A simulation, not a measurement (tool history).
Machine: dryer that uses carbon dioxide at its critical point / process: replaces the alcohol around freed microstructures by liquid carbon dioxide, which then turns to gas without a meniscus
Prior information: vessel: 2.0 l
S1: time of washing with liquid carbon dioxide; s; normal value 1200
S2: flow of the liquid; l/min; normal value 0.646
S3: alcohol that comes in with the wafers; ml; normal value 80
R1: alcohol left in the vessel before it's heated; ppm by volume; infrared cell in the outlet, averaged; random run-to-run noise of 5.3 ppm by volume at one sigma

run 1 hour=0.0 | S1=1200 S2=0.646 S3=80 | R1=231
run 2 hour=14.1 | S1=1200 S2=0.646 S3=23 | R1=114
run 3 hour=25.5 | S1=1200 S2=0.646 S3=23 | R1=113
run 4 hour=43.5 | S1=1200 S2=0.646 S3=23 | R1=109
run 5 hour=52.9 | S1=1200 S2=0.646 S3=23 | R1=113
run 6 hour=61.0 | S1=1200 S2=0.646 S3=23 | R1=118
run 7 hour=78.5 | S1=1200 S2=0.646 S3=23 | R1=121
run 8 hour=95.2 | S1=1200 S2=0.646 S3=23 | R1=123
run 9 hour=104.1 | S1=1200 S2=0.646 S3=23 | R1=119
run 10 hour=117.6 | S1=1080 S2=0.734 S3=79 | R1=248
run 11 hour=129.8 | S1=1320 S2=0.603 S3=78 | R1=244
-- hour=142.3 inlet filter changed
run 12 hour=143.6 | S1=1740 S2=0.423 S3=56 | R1=192

Below are 3 alternative next runs, each starting from the tool's condition after run 12. Predict each:
run A hour=156.1 | S1=1140 S2=0.789 S3=91 | R1=?
run B hour=156.1 | S1=1020 S2=0.396 S3=56 | R1=?
run C hour=156.1 | S1=1200 S2=0.646 S3=64 | R1=?

run=A R1=114
run=B R1=1490
run=C R1=150
With no hidden state in the tool, these same runs would have given:
run=A R1=50
run=B R1=1406
run=C R1=86

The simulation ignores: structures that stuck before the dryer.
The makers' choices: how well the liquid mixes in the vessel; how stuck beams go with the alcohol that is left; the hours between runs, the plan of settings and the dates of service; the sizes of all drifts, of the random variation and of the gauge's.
